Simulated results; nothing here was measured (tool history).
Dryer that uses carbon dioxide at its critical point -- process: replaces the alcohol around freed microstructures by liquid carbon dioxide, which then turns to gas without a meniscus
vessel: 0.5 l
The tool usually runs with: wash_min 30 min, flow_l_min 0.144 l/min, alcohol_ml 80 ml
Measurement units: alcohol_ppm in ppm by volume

run,day,wash_min,flow_l_min,alcohol_ml,alcohol_ppm
1,0,30,0.144,80,101
2,0.488,30,0.144,80,93
3,1,33,0.144,80,53
4,1.483,30,0.144,80,107
5,1.879,30,0.144,119,144
6,2.238,20,0.144,80,1087
7,2.742,20,0.134,86,1650
8,3.275,41,0.19,26,27
9,3.762,30,0.225,86,35
10,4.254,33,0.101,47,323
11,4.558,19,0.144,80,1385
12,4.925,28,0.156,80,117

Below are 5 alternative next runs, each starting from the tool's condition after run 12. Predict each:
A,5.433,26,0.156,23,?
B,5.433,28,0.243,80,?
C,5.433,22,0.134,23,?
D,5.433,43,0.163,80,?
E,5.433,28,0.2,51,?

run,alcohol_ppm
A,70
B,38
C,310
D,42
E,33
Without the tool's unlogged condition, the same runs would have read:
run,alcohol_ppm
A,30
B,8
C,217
D,12
E,2
